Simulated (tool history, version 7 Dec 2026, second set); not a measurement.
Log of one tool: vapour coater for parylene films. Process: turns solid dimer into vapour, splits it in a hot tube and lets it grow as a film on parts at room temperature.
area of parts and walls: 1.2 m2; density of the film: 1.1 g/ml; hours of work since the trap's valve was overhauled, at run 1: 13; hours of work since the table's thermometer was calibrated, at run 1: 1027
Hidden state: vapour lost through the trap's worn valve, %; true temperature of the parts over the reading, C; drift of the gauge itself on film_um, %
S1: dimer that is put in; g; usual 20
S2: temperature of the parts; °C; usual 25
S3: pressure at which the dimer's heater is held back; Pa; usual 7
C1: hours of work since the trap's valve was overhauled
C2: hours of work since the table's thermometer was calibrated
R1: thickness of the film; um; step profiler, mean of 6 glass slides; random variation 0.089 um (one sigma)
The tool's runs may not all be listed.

run,hour,S1,S2,S3,C1,C2,R1
1,0,20,25,7,13,1027,10.59
2,62.9,20,25,3.07,53,1067,11.14
3,94.9,27,25,3.07,74,1088,15.11
4,153.1,20,25,4.73,111,1125,10.53
5,191.2,20,25,4.73,136,1150,10.52
6,224.6,20,20,7,157,1171,12.86
7,258.7,20,20,7,179,1193,12.72
8,311.7,20,25,4.37,213,1227,10.43
9,355.9,20,25,3.83,241,1256,10.49
10,400.1,18,25,3.83,270,1284,9.34
# hour 410.1: trap's valve overhauled
11,433.4,30,34,3.42,15,1303,11.03
12,464.4,9,29,3.42,35,1323,4.09
13,492.8,9,29,3.42,53,1341,4.1
# hour 549.2: table's thermometer calibrated
14,549.2,9,29,3.42,89,0,4.19

Run 15 comes next. What will it give?
15,614.9,9,29,3.42,131,42,?

Run 15 gave R1 4.24 um.
Without the tool's hidden state the same run would have given R1 4.35 um.
